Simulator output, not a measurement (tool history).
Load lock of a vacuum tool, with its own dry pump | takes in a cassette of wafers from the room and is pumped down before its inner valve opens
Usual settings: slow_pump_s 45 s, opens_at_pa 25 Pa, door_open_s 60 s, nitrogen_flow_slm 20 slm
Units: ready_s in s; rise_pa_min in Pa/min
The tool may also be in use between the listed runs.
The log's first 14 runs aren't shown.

run,hour,slow_pump_s,opens_at_pa,door_open_s,nitrogen_flow_slm,hours that the pump has run since its overhaul,times that the door has closed on its seal,"incoming humidity of the room's air, %",ready_s,rise_pa_min
15,1134.3,45,25,60,5,8476,11569,46.6,85.2,0.075
16,1240.0,45,25,60,5,8582,11819,40.4,84.4,0.073
17,1344.3,45,25,60,5,8686,12065,45.7,84.3,0.076
18,1392.0,45,25,141,5,8734,12178,44.2,84.5,0.083
19,1469.2,45,25,141,5,8811,12360,44.4,84.6,0.093
20,1569.4,45,34,110,20,8911,12597,43.8,81.7,0.074
21,1669.1,45,34,89,20,9011,12832,43.9,82.8,0.072
22,1721.5,45,34,89,20,9064,12956,45.8,83.5,0.074
23,1806.4,35,34,89,20,9148,13156,45.5,74.1,0.068
24,1902.5,35,34,89,20,9245,13383,43.2,74.2,0.074
25,1977.9,83,43,42,29,9320,13562,43.7,113.5,0.071
26,2067.8,79,34,45,37,9410,13774,44.4,111.2,0.064
# hour 2081.6: dry pump taken out, an overhauled one fitted
27,2143.6,33,49,181,10,62,13939,41.8,66.2,0.085
28,2212.2,45,43,35,5,131,14101,43.4,77.8,0.083
29,2305.4,26,20,60,20,224,14321,44.0,65.4,0.076
30,2349.2,26,20,60,20,268,14425,46.7,64.7,0.084
31,2416.7,26,20,60,20,335,14584,43.5,65.1,0.078
32,2470.5,70,25,76,23,389,14711,47.8,101.9,0.089
33,2518.5,45,25,220,20,437,14825,47.1,80.8,0.097
34,2589.8,28,25,220,27,508,14993,46.2,65.8,0.093

Forecast each of these 5 alternatives for the next run:
A,2678.2,31,25,60,20,597,15202,45.3,?,?
B,2678.2,30,25,220,27,597,15202,44.3,?,?
C,2678.2,28,20,29,4,597,15202,44.9,?,?
D,2678.2,28,35,31,12,597,15202,44.3,?,?
E,2678.2,67,40,220,27,597,15202,41.4,?,?

run,ready_s,rise_pa_min
A,68.5,0.088
B,66.8,0.091
C,67.4,0.089
D,64.0,0.079
E,96.4,0.086
Without the tool's hidden state the same runs would have given:
run,ready_s,rise_pa_min
A,68.1,0.025
B,66.4,0.028
C,66.9,0.026
D,63.6,0.015
E,96.1,0.023

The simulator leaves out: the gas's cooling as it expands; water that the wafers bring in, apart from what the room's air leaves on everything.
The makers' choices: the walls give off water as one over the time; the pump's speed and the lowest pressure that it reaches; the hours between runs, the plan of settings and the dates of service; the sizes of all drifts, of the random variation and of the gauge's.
